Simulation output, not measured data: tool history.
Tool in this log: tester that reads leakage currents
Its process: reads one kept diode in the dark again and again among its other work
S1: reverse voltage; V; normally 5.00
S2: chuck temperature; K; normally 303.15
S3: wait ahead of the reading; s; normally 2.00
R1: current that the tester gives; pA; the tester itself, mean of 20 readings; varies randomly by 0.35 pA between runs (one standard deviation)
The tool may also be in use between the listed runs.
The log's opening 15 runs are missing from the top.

run,day,S1,S2,S3,R1
16,109.908,5.00,303.15,2.00,111.30
17,115.538,5.00,303.15,2.00,110.83
18,122.271,5.00,303.15,2.00,109.50
19,129.679,5.00,303.15,1.70,108.67
20,139.233,5.00,320.15,2.00,384.23
21,145.175,5.00,320.15,2.00,378.31
22,153.242,5.00,320.15,2.00,372.18
23,159.367,5.68,320.15,2.47,397.67
24,169.367,16.45,311.15,3.16,356.71
# day 173.992: chuck's temperature calibrated
25,174.925,16.45,311.15,3.16,408.75
26,181.654,3.79,320.15,0.58,359.91
# day 182.892: tester calibrated
27,190.062,3.79,320.15,0.58,357.30
28,196.204,3.79,320.15,0.58,355.94
29,206.492,6.06,303.15,3.42,126.40
30,214.892,1.49,310.15,2.49,101.38
31,220.775,18.48,307.15,2.49,309.25
32,228.721,18.48,307.15,2.49,304.19
33,234.962,2.11,297.15,3.44,43.04
34,245.604,5.00,308.15,6.82,158.06
35,251.096,5.00,308.15,6.82,156.28
36,256.171,6.65,308.15,6.82,181.24
37,266.454,11.79,303.15,0.67,172.29
38,274.446,7.82,303.15,2.00,131.65
# day 278.604: chuck's temperature calibrated
39,279.883,11.07,318.15,3.56,552.86
40,287.808,11.07,322.15,3.41,724.66

What if the next run were any one of these 3? Each begins from the tool's condition after run 40:
# day 296.358: probe card cleaned and baked
A,298.050,6.87,303.15,1.03,?
# day 296.358: probe card cleaned and baked
B,298.050,5.00,318.15,6.10,?
# day 296.358: probe card cleaned and baked
C,298.050,11.07,322.15,1.62,?

run,R1
A,135.86
B,351.66
C,715.03
The same runs, with their run-to-run variation unchanged, on a tool lacking any hidden condition would have given:
run,R1
A,139.64
B,360.81
C,733.16
